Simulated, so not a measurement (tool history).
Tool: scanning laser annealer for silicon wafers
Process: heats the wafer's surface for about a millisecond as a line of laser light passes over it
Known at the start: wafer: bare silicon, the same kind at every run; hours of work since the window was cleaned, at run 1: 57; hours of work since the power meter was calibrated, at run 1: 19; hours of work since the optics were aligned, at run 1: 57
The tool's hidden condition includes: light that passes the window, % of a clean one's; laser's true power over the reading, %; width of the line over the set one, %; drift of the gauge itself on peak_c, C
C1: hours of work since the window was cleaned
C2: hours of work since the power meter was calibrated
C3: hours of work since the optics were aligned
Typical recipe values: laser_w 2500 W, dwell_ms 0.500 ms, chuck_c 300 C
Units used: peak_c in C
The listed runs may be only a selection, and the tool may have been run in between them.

Run 1, day 0.000: usual settings; C1 57; C2 19; C3 57. Result: peak_c 1112 C.
Run 2, day 0.567: usual settings; C1 66; C2 28; C3 66. Result: peak_c 1110 C.
Run 3, day 1.612: usual settings; C1 83; C2 44; C3 83. Result: peak_c 1111 C.
Run 4, day 2.321: usual settings; C1 94; C2 55; C3 94. Result: peak_c 1109 C.
Run 5, day 2.762: usual settings; C1 101; C2 62; C3 101. Result: peak_c 1110 C.
Run 6, day 3.679: usual settings; C1 115; C2 77; C3 115. Result: peak_c 1107 C.
Run 7, day 4.483: usual settings; C1 128; C2 89; C3 128. Result: peak_c 1103 C.
Run 8, day 5.025: usual settings but chuck_c 296 C; C1 137; C2 98; C3 137. Result: peak_c 1102 C.
Run 9, day 5.496: usual settings but dwell_ms 0.529 ms; C1 144; C2 105; C3 144. Result: peak_c 1130 C.
Run 10, day 5.971: usual settings but dwell_ms 0.529 ms; C1 151; C2 113; C3 151. Result: peak_c 1130 C.

Run 11, settings as shown, results not yet in. Your forecast:
Run 11, day 6.738: usual settings but laser_w 2588 W, dwell_ms 0.611 ms, chuck_c 268 C; C1 164; C2 125; C3 164. Result: peak_c ?.

peak_c: 1191 C
Had the tool carried no hidden state, the very same run would have given peak_c 1200 C.
